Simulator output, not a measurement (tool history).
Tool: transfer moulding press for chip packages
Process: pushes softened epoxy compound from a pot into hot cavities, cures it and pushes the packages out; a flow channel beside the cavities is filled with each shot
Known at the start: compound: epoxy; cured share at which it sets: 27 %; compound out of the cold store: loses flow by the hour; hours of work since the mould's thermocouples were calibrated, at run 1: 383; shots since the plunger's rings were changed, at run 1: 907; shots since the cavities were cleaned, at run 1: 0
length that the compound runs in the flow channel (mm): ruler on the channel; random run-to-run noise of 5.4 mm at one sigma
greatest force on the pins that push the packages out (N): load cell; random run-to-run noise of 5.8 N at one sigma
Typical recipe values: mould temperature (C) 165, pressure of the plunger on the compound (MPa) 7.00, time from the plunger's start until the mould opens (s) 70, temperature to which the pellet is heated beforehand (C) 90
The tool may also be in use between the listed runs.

run	hour	mould temperature (C)	pressure of the plunger on the compound (MPa)	time from the plunger's start until the mould opens (s)	temperature to which the pellet is heated beforehand (C)	hours of work since the mould's thermocouples were calibrated	shots since the plunger's rings were changed	shots since the cavities were cleaned	incoming compound's hours out of the cold store	length that the compound runs in the flow channel (mm)	greatest force on the pins that push the packages out (N)
1	0.0	165	7.00	70	90	383	907	0	16.4	1013	208
2	11.7	165	5.99	70	90	389	1036	129	29.5	882	225
3	24.5	165	7.00	70	90	395	1177	270	37.7	929	258
4	44.6	165	7.00	70	90	406	1398	491	11.5	1008	283
5	54.1	165	7.00	64	90	410	1503	596	47.2	894	339
# hour 76.0: cavities cleaned with cleaning compound and waxed
6	76.0	166	7.00	64	90	421	1728	0	24.9	962	219
7	94.7	166	7.00	64	90	431	1934	206	28.4	948	260
8	110.6	166	7.00	64	90	439	2110	382	13.5	987	311
9	120.5	166	7.00	64	90	444	2219	491	20.3	969	313
10	138.0	166	7.00	64	90	453	2412	684	20.4	955	349
# hour 149.6: mould's thermocouples calibrated
# hour 154.6: cavities cleaned with cleaning compound and waxed
11	159.3	165	7.00	70	90	4	2608	52	15.1	984	227
12	169.9	165	7.00	70	90	10	2725	169	29.9	935	249
13	183.5	165	7.00	70	90	17	2876	320	25.4	943	271
14	197.9	159	7.00	70	90	24	3034	478	26.7	955	471
15	216.5	166	5.56	70	90	34	3239	683	16.4	855	330
# hour 231.0: cavities cleaned with cleaning compound and waxed
16	235.7	165	5.47	86	90	43	3434	52	8.2	880	202
17	254.9	170	7.85	99	98	53	3646	264	27.2	956	230
18	276.4	169	5.73	107	90	64	3883	501	47.9	760	268
19	293.3	166	7.33	107	90	72	4070	688	40.8	901	270
# hour 308.4: cavities cleaned with cleaning compound and waxed
20	315.9	173	7.00	56	91	83	4303	84	23.5	905	219
21	337.5	162	7.00	70	80	94	4540	321	9.7	987	341
22	356.5	165	7.00	53	82	104	4750	531	14.6	946	573
23	371.9	165	6.95	95	90	112	4920	701	34.0	883	292
# hour 384.4: cavities cleaned with cleaning compound and waxed
24	394.4	159	6.36	58	91	123	5152	111	35.2	855	518
25	407.8	159	6.36	58	91	130	5299	258	26.2	877	614
26	421.1	172	5.53	70	90	137	5446	405	34.7	758	265
27	433.5	172	5.43	70	90	143	5582	541	8.7	825	276

What does the tool deliver on the next run?
# hour 440.1: plunger's sealing rings changed
28	455.3	172	5.43	70	90	153	168	755	46.9	?	?

{"run 28": {"length that the compound runs in the flow channel (mm)": 787, "greatest force on the pins that push the packages out (N)": 286}}
Were there no unlogged condition in the tool, this run, its random variation unchanged, would have produced length that the compound runs in the flow channel (mm) 790, greatest force on the pins that push the packages out (N) 176.
